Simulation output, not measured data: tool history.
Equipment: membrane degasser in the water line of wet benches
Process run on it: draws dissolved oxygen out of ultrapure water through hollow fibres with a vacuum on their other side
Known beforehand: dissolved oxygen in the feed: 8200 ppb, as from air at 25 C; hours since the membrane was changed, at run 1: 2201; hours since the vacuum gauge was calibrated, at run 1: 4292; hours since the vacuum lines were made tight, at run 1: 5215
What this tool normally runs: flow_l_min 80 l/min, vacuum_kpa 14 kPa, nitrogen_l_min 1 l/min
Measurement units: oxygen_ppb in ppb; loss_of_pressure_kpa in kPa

run,hour,flow_l_min,vacuum_kpa,nitrogen_l_min,hours since the membrane was changed,hours since the vacuum gauge was calibrated,hours since the vacuum lines were made tight,oxygen_ppb,loss_of_pressure_kpa
1,0,80,14,1,2201,4292,5215,1311.8,60.34
2,43.1,80,14,1,2244,4335,5258,1311.6,60.9
3,139.7,80,14,1,2341,4431,5354,1311.1,60.71
4,225.3,65,14,1,2426,4517,5440,1150.8,49.21
5,320.8,65,14,1,2522,4612,5535,1150.6,49.07
6,411.7,65,14,1,2613,4703,5626,1145.2,49.43
7,492.3,80,14,0.52,2693,4784,5707,1871.5,60.47
8,589.2,119,14,0.52,2790,4881,5804,2249.8,90.24
9,642.8,80,14,1,2844,4934,5857,1312.8,60.98
10,712.3,80,14,1,2913,5004,5927,1314.2,60.76
11,773.9,80,11.1,0.44,2975,5065,5988,1554.5,60.78
12,831.5,80,11.1,0.44,3033,5123,6046,1555.8,60.99
13,923.5,62,11.1,0.55,3124,5215,6138,1213.6,47.3
14,1020.2,80,14.3,1,3221,5312,6235,1343.5,61.16
# hour 1025.7: vacuum gauge calibrated
15,1076.3,80,22.5,1.03,3277,51,6290,2097.2,60.94
16,1140.9,123,22.5,0.71,3341,115,6355,3136.2,93.53
17,1239.5,103,14,2.22,3440,214,6454,930.5,78.54
18,1324.3,108,20.6,2.83,3525,299,6538,1227.2,82.46
19,1425.1,67,11.7,0.41,3626,399,6639,1576.1,51.22
20,1509.3,84,11.7,0.98,3710,484,6723,1129.1,64.08

What if the next run were any one of these 4? Each begins from the tool's condition after run 20:
A,1561.6,97,11.3,0.73,3762,536,6776,?,?
B,1561.6,110,9.6,0.51,3762,536,6776,?,?
C,1561.6,110,12,0.93,3762,536,6776,?,?
D,1561.6,89,14,2.45,3762,536,6776,?,?

run,oxygen_ppb,loss_of_pressure_kpa
A,1381.1,74.07
B,1425.7,84.06
C,1400.4,84.26
D,778.7,67.92
With no hidden state in the tool, these same runs would have given:
run,oxygen_ppb,loss_of_pressure_kpa
A,1340.9,72.6
B,1374.7,82.39
C,1360.8,82.59
D,754.1,66.57

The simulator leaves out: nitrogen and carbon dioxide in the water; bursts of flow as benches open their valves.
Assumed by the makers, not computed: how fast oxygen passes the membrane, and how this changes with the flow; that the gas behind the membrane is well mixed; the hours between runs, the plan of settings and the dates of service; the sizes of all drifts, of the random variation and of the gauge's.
